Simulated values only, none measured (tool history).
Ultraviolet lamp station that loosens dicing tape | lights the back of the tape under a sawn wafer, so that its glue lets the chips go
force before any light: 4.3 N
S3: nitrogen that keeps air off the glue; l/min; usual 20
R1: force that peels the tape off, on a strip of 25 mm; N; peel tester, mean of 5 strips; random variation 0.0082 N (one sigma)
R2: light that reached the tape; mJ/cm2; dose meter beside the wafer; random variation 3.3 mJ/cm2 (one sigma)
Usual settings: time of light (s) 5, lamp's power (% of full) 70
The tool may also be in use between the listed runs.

Run 1, day 0.000: usual settings. Result: R1 0.385 N, R2 447 mJ/cm2.
Run 2, day 1.900: usual settings. Result: R1 0.397 N, R2 431 mJ/cm2.
Run 3, day 3.496: usual settings but time of light (s) 7. Result: R1 0.270 N, R2 610 mJ/cm2.
Run 4, day 4.912: usual settings but time of light (s) 7. Result: R1 0.276 N, R2 595 mJ/cm2.
Run 5, day 6.279: usual settings but S3 40 l/min. Result: R1 0.372 N, R2 430 mJ/cm2.
Run 6, day 8.050: usual settings but time of light (s) 3, S3 40 l/min. Result: R1 0.773 N, R2 243 mJ/cm2.
Run 7, day 10.162: usual settings but time of light (s) 3, S3 40 l/min. Result: R1 0.828 N, R2 242 mJ/cm2.
Run 8, day 11.712: usual settings but time of light (s) 3, S3 40 l/min. Result: R1 0.852 N, R2 240 mJ/cm2.
Run 9, day 14.088: usual settings. Result: R1 0.458 N, R2 384 mJ/cm2.
Run 10, day 16.958: usual settings. Result: R1 0.507 N, R2 372 mJ/cm2.
Run 11, day 19.838: usual settings. Result: R1 0.523 N, R2 361 mJ/cm2.
Run 12, day 22.400: usual settings. Result: R1 0.532 N, R2 348 mJ/cm2.
Run 13, day 24.825: usual settings but time of light (s) 8. Result: R1 0.311 N, R2 538 mJ/cm2.
Run 14, day 27.604: usual settings but S3 7 l/min. Result: R1 0.854 N, R2 330 mJ/cm2.
At day 28.708: window cleaned of glue's vapour.
Run 15, day 29.371: usual settings. Result: R1 0.481 N, R2 395 mJ/cm2.
Run 16, day 32.104: usual settings. Result: R1 0.475 N, R2 376 mJ/cm2.
Run 17, day 34.904: usual settings but time of light (s) 10. Result: R1 0.250 N, R2 738 mJ/cm2.
Run 18, day 37.250: usual settings but time of light (s) 10. Result: R1 0.253 N, R2 717 mJ/cm2.
Run 19, day 39.342: usual settings but lamp's power (% of full) 74. Result: R1 0.516 N, R2 371 mJ/cm2.
Run 20, day 40.800: usual settings but time of light (s) 7. Result: R1 0.357 N, R2 478 mJ/cm2.
Run 21, day 42.617: usual settings but time of light (s) 7. Result: R1 0.359 N, R2 470 mJ/cm2.
Run 22, day 45.446: usual settings but time of light (s) 7. Result: R1 0.380 N, R2 454 mJ/cm2.
Run 23, day 47.396: usual settings but time of light (s) 7. Result: R1 0.394 N, R2 441 mJ/cm2.
Run 24, day 50.167: usual settings but time of light (s) 7. Result: R1 0.414 N, R2 431 mJ/cm2.
Run 25, day 52.825: usual settings but time of light (s) 4, lamp's power (% of full) 80. Result: R1 0.801 N, R2 277 mJ/cm2.
Run 26, day 54.992: usual settings but time of light (s) 10, lamp's power (% of full) 78, S3 32 l/min. Result: R1 0.267 N, R2 645 mJ/cm2.
Run 27, day 56.529: usual settings but S3 6 l/min. Result: R1 1.149 N, R2 282 mJ/cm2.
At day 58.429: window cleaned of glue's vapour.
Run 28, day 58.738: usual settings but time of light (s) 7. Result: R1 0.368 N, R2 460 mJ/cm2.
Run 29, day 60.054: usual settings but time of light (s) 4, S3 11 l/min. Result: R1 0.997 N, R2 256 mJ/cm2.
Run 30, day 61.458: usual settings but time of light (s) 3, S3 19 l/min. Result: R1 1.243 N, R2 192 mJ/cm2.
Run 31, day 62.788: usual settings but time of light (s) 2, S3 19 l/min. Result: R1 1.938 N, R2 128 mJ/cm2.
Run 32, day 65.288: usual settings but time of light (s) 2, lamp's power (% of full) 60, S3 6 l/min. Result: R1 2.531 N, R2 101 mJ/cm2.
Run 33, day 66.550: usual settings but time of light (s) 3, lamp's power (% of full) 60, S3 7 l/min. Result: R1 1.949 N, R2 150 mJ/cm2.
Run 34, day 68.196: usual settings but time of light (s) 3, lamp's power (% of full) 60, S3 7 l/min. Result: R1 1.959 N, R2 147 mJ/cm2.
Run 35, day 70.442: usual settings but time of light (s) 2, lamp's power (% of full) 92, S3 12 l/min. Result: R1 1.730 N, R2 147 mJ/cm2.
At day 72.217: lamp changed.
Run 36, day 72.846: usual settings but time of light (s) 2, lamp's power (% of full) 65. Result: R1 1.422 N, R2 171 mJ/cm2.
Run 37, day 74.538: usual settings but time of light (s) 2, lamp's power (% of full) 65. Result: R1 1.425 N, R2 168 mJ/cm2.
Run 38, day 75.954: usual settings but time of light (s) 2, lamp's power (% of full) 65. Result: R1 1.446 N, R2 162 mJ/cm2.
Run 39, day 77.567: usual settings but lamp's power (% of full) 65. Result: R1 0.433 N, R2 408 mJ/cm2.
Run 40, day 80.167: usual settings but lamp's power (% of full) 65. Result: R1 0.460 N, R2 400 mJ/cm2.
Run 41, day 81.396: usual settings but time of light (s) 8, lamp's power (% of full) 74, S3 28 l/min. Result: R1 0.250 N, R2 715 mJ/cm2.
Run 42, day 83.629: usual settings but S3 12 l/min. Result: R1 0.505 N, R2 412 mJ/cm2.
Run 43, day 86.142: usual settings but S3 12 l/min. Result: R1 0.533 N, R2 400 mJ/cm2.

Measured less the same run without the tool's hidden state. The same run-to-run variation is in both; the gauge's scatter may not be:
The hidden state here: lamp's light, % of a new lamp's; light that the window lets through, % of a clean one's; drift of the gauge itself on peel_n, %; drift of the gauge itself on dose_mj_cm2, %.
run      R1    R2
  1  +0.058   -65
  2  +0.069   -73
  3  +0.028  -114
  4  +0.030  -124
  5  +0.074   -96
  6  +0.214   -61
  7  +0.250   -66
  8  +0.269   -71
  9  +0.146  -129
 10  +0.178  -142
 11  +0.200  -155
 12  +0.216  -163
 13  +0.068  -277
 14  +0.410  -186
 15  +0.144  -123
 16  +0.157  -135
 17  +0.017  -295
 18  +0.020  -315
 19  +0.200  -174
 20  +0.101  -237
 21  +0.110  -249
 22  +0.126  -265
 23  +0.140  -274
 24  +0.161  -291
 25  +0.435  -201
 26  +0.026  -505
 27  +0.649  -232
 28  +0.123  -260
 29  +0.480  -153
 30  +0.582  -118
 31  +0.753   -81
 32  +0.756   -73
 33  +0.811  -111
 34  +0.830  -115
 35  +0.824  -122
 36  +0.151   -19
 37  +0.175   -22
 38  +0.196   -25
 39  +0.080   -68
 40  +0.100   -78
 41  +0.011  -153
 42  +0.134  -101
 43  +0.158  -113

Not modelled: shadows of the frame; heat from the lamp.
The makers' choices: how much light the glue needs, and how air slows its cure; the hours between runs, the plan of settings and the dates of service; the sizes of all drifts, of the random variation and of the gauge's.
